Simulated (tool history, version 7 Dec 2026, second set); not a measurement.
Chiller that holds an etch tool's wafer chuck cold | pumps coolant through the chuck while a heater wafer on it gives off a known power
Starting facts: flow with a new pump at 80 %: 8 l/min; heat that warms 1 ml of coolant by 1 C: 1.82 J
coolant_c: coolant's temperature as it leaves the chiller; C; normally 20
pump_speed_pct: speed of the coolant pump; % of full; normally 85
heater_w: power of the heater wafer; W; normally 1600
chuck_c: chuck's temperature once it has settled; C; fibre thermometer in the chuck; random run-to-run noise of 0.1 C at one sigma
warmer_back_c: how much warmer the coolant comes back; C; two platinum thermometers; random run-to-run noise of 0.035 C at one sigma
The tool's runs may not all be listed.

run 1 hour=0 | coolant_c=20 pump_speed_pct=85 heater_w=1600 | chuck_c=36.1 warmer_back_c=6.41
run 2 hour=173.2 | coolant_c=20 pump_speed_pct=85 heater_w=1600 | chuck_c=36.4 warmer_back_c=6.38
run 3 hour=273.8 | coolant_c=20 pump_speed_pct=61 heater_w=1600 | chuck_c=41.5 warmer_back_c=9.29
run 4 hour=415.1 | coolant_c=20 pump_speed_pct=61 heater_w=1600 | chuck_c=41.6 warmer_back_c=9.22
run 5 hour=586.2 | coolant_c=20 pump_speed_pct=61 heater_w=1600 | chuck_c=41.7 warmer_back_c=9.18
run 6 hour=747.6 | coolant_c=20 pump_speed_pct=61 heater_w=1600 | chuck_c=41.5 warmer_back_c=9.28
run 7 hour=873.7 | coolant_c=20 pump_speed_pct=61 heater_w=1600 | chuck_c=41.8 warmer_back_c=9.18
run 8 hour=993.2 | coolant_c=20 pump_speed_pct=61 heater_w=1600 | chuck_c=41.8 warmer_back_c=9.24
run 9 hour=1158.5 | coolant_c=20 pump_speed_pct=92 heater_w=1600 | chuck_c=35.5 warmer_back_c=5.91
run 10 hour=1322.8 | coolant_c=20 pump_speed_pct=92 heater_w=1600 | chuck_c=35.5 warmer_back_c=5.92
run 11 hour=1462.8 | coolant_c=20 pump_speed_pct=92 heater_w=1600 | chuck_c=35.6 warmer_back_c=5.9
run 12 hour=1616.2 | coolant_c=20 pump_speed_pct=92 heater_w=1600 | chuck_c=35.9 warmer_back_c=5.89
run 13 hour=1744.3 | coolant_c=20 pump_speed_pct=60 heater_w=1600 | chuck_c=42.5 warmer_back_c=9.47
run 14 hour=1862.2 | coolant_c=20 pump_speed_pct=85 heater_w=1600 | chuck_c=36.8 warmer_back_c=6.42
run 15 hour=2007 | coolant_c=20 pump_speed_pct=85 heater_w=1600 | chuck_c=36.8 warmer_back_c=6.44
run 16 hour=2100.9 | coolant_c=20 pump_speed_pct=85 heater_w=1600 | chuck_c=36.8 warmer_back_c=6.48
run 17 hour=2292.4 | coolant_c=20 pump_speed_pct=85 heater_w=1600 | chuck_c=37 warmer_back_c=6.47
run 18 hour=2426.1 | coolant_c=10 pump_speed_pct=83 heater_w=1962 | chuck_c=31 warmer_back_c=8.21
run 19 hour=2591.4 | coolant_c=10 pump_speed_pct=83 heater_w=1962 | chuck_c=31.1 warmer_back_c=8.14
run 20 hour=2719.1 | coolant_c=10 pump_speed_pct=79 heater_w=1962 | chuck_c=32.1 warmer_back_c=8.64
run 21 hour=2873 | coolant_c=10 pump_speed_pct=75 heater_w=2389 | chuck_c=38.2 warmer_back_c=11.11
run 22 hour=2970.4 | coolant_c=16 pump_speed_pct=82 heater_w=1380 | chuck_c=31.1 warmer_back_c=5.83
run 23 hour=3168.5 | coolant_c=11 pump_speed_pct=61 heater_w=1380 | chuck_c=30.3 warmer_back_c=8.11
run 24 hour=3274.4 | coolant_c=26 pump_speed_pct=66 heater_w=882 | chuck_c=37.5 warmer_back_c=4.73
run 25 hour=3390.6 | coolant_c=26 pump_speed_pct=95 heater_w=882 | chuck_c=34.5 warmer_back_c=3.2
run 26 hour=3559.6 | coolant_c=12 pump_speed_pct=95 heater_w=2279 | chuck_c=34.2 warmer_back_c=8.19
run 27 hour=3694 | coolant_c=25 pump_speed_pct=78 heater_w=951 | chuck_c=35.9 warmer_back_c=4.22
run 28 hour=3797.7 | coolant_c=27 pump_speed_pct=97 heater_w=1600 | chuck_c=42.3 warmer_back_c=5.69
run 29 hour=3966.4 | coolant_c=25 pump_speed_pct=97 heater_w=1312 | chuck_c=37.6 warmer_back_c=4.66
run 30 hour=4092.7 | coolant_c=15 pump_speed_pct=60 heater_w=1609 | chuck_c=38.3 warmer_back_c=9.64
run 31 hour=4213.2 | coolant_c=13 pump_speed_pct=93 heater_w=1726 | chuck_c=30.2 warmer_back_c=6.41

Some steps in chuck_c, run to run, broken into two amounts with sign: the step expected even without the hidden condition (settings, incoming material, random variation), and the rest, left for the hidden condition together with whatever gauge scatter is not in both the measured and the hidden-condition-free result:
Hidden conditions of the tool in this case: heat passed by the chuck's channels, % of clean ones'; flow at a given pump speed, % of a new pump's; coolant's true temperature over the reading, C; drift of the gauge itself on chuck_c, C; drift of the gauge itself on warmer_back_c, C.
Run 21 -> 22: coolant_c 10 -> 16, pump_speed_pct 75 -> 82, heater_w 2389 -> 1380. chuck_c -7.1 C: hidden state -1.3, all else -5.8.
Run 23 -> 24: coolant_c 11 -> 26, pump_speed_pct 61 -> 66, heater_w 1380 -> 882. chuck_c +7.2 C: hidden state -0.8, all else +8.
Run 25 -> 26: coolant_c 26 -> 12, heater_w 882 -> 2279. chuck_c -0.3 C: hidden state +1.7, all else -2.
Run 26 -> 27: coolant_c 12 -> 25, pump_speed_pct 95 -> 78, heater_w 2279 -> 951. chuck_c +1.7 C: hidden state -1.3, all else +3.
Run 30 -> 31: coolant_c 15 -> 13, pump_speed_pct 60 -> 93, heater_w 1609 -> 1726. chuck_c -8.1 C: hidden state -0.7, all else -7.4.

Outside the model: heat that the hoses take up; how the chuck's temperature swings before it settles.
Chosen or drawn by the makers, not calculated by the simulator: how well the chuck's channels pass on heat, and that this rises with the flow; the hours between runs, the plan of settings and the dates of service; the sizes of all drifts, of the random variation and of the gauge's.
